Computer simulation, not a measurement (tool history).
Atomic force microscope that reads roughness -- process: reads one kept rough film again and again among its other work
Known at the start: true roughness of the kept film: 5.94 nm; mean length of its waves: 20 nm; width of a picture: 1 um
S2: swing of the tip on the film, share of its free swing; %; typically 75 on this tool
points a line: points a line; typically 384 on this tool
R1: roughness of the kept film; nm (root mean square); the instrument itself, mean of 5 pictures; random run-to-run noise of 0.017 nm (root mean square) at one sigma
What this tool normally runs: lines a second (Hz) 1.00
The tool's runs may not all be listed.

{"run": 1, "day": 0.0, "lines a second (Hz)": 1.0, "S2": 75, "points a line": 384, "R1": 3.48}
{"run": 2, "day": 0.525, "lines a second (Hz)": 2.93, "S2": 75, "points a line": 384, "R1": 2.908}
{"run": 3, "day": 1.238, "lines a second (Hz)": 1.0, "S2": 75, "points a line": 384, "R1": 3.193}
{"run": 4, "day": 1.971, "lines a second (Hz)": 1.0, "S2": 75, "points a line": 384, "R1": 3.072}
{"run": 5, "day": 2.579, "lines a second (Hz)": 1.0, "S2": 75, "points a line": 384, "R1": 2.96}
{"run": 6, "day": 3.346, "lines a second (Hz)": 1.0, "S2": 75, "points a line": 384, "R1": 2.839}
{"day": 3.812, "done": "new tip fitted"}
{"run": 7, "day": 3.933, "lines a second (Hz)": 1.0, "S2": 75, "points a line": 384, "R1": 4.049}
{"run": 8, "day": 4.662, "lines a second (Hz)": 1.0, "S2": 75, "points a line": 384, "R1": 3.83}
{"run": 9, "day": 5.346, "lines a second (Hz)": 1.0, "S2": 75, "points a line": 384, "R1": 3.631}
{"run": 10, "day": 6.058, "lines a second (Hz)": 1.0, "S2": 75, "points a line": 384, "R1": 3.448}
{"run": 11, "day": 6.842, "lines a second (Hz)": 0.87, "S2": 75, "points a line": 384, "R1": 3.349}
{"run": 12, "day": 7.425, "lines a second (Hz)": 1.0, "S2": 75, "points a line": 384, "R1": 3.204}
{"run": 13, "day": 7.867, "lines a second (Hz)": 1.0, "S2": 75, "points a line": 384, "R1": 3.137}
{"run": 14, "day": 8.592, "lines a second (Hz)": 1.0, "S2": 75, "points a line": 384, "R1": 2.98}
{"run": 15, "day": 9.167, "lines a second (Hz)": 1.0, "S2": 75, "points a line": 475, "R1": 2.893}
{"day": 9.462, "done": "new tip fitted"}
{"run": 16, "day": 9.971, "lines a second (Hz)": 3.19, "S2": 83, "points a line": 384, "R1": 3.017}
{"run": 17, "day": 10.696, "lines a second (Hz)": 3.19, "S2": 83, "points a line": 384, "R1": 2.882}
{"run": 18, "day": 11.062, "lines a second (Hz)": 0.8, "S2": 66, "points a line": 613, "R1": 3.85}
{"run": 19, "day": 11.617, "lines a second (Hz)": 0.8, "S2": 77, "points a line": 548, "R1": 3.543}
{"run": 20, "day": 12.258, "lines a second (Hz)": 0.8, "S2": 77, "points a line": 548, "R1": 3.413}
{"run": 21, "day": 12.867, "lines a second (Hz)": 0.8, "S2": 77, "points a line": 548, "R1": 3.3}
{"run": 22, "day": 13.275, "lines a second (Hz)": 0.8, "S2": 77, "points a line": 548, "R1": 3.226}
{"run": 23, "day": 13.8, "lines a second (Hz)": 3.31, "S2": 89, "points a line": 282, "R1": 2.083}
{"run": 24, "day": 14.204, "lines a second (Hz)": 0.6, "S2": 86, "points a line": 373, "R1": 2.972}
{"run": 25, "day": 14.571, "lines a second (Hz)": 0.6, "S2": 82, "points a line": 264, "R1": 2.907}

What will run 26 give?
{"run": 26, "day": 15.046, "lines a second (Hz)": 0.6, "S2": 82, "points a line": 264, "R1": "?"}

R1: 2.823 nm (root mean square)
Without the tool's hidden state the same run would have given R1 4.109 nm (root mean square).

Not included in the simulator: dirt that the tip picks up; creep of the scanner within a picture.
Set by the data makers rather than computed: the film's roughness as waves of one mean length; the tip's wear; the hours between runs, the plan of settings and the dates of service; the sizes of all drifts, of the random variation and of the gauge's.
